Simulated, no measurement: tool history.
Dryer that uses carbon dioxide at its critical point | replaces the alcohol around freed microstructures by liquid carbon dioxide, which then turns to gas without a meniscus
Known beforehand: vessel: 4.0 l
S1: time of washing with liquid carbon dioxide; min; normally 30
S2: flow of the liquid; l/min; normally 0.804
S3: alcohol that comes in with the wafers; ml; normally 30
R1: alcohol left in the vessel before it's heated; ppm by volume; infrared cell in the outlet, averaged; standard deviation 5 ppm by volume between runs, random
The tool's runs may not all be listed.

run,hour,S1,S2,S3,R1
1,0.0,30,0.804,30,140
2,40.9,30,0.804,30,149
3,98.9,30,0.804,30,153
4,142.2,30,0.804,30,152
5,200.7,30,0.804,30,161
6,242.6,30,0.804,30,164
7,304.1,27,0.804,30,195
8,364.9,27,0.804,30,200
9,396.5,30,0.706,30,216
10,453.6,30,0.804,30,180
# hour 484.0: inlet filter changed
11,489.2,30,0.804,30,147
12,554.7,30,0.804,30,150
13,597.8,25,0.804,30,214
14,629.7,25,0.804,30,218
15,679.3,25,0.804,30,220
16,733.7,24,1.108,30,159
17,778.4,24,0.698,30,324
# hour 828.5: purifier's bed changed
18,828.5,46,0.562,49,46
19,876.2,46,0.562,49,53
20,940.4,25,0.630,94,759
21,982.3,25,0.630,94,774
22,1032.3,40,0.804,30,19
23,1073.2,40,0.804,30,35
24,1126.0,30,0.662,28,115
25,1158.3,33,0.779,111,139
26,1223.4,33,0.779,111,157
27,1257.4,33,0.523,60,375
28,1312.6,33,0.799,80,109

Here are 4 independent what-if runs from the current tool condition. What would each one return?
A,1377.8,30,0.795,57,?
B,1377.8,18,0.758,80,?
C,1377.8,19,0.602,32,?
D,1377.8,23,0.799,80,?

run,R1
A,127
B,1212
C,753
D,457
The same runs, with their run-to-run variation unchanged, on a tool lacking any hidden condition would have given:
run,R1
A,65
B,908
C,582
D,302

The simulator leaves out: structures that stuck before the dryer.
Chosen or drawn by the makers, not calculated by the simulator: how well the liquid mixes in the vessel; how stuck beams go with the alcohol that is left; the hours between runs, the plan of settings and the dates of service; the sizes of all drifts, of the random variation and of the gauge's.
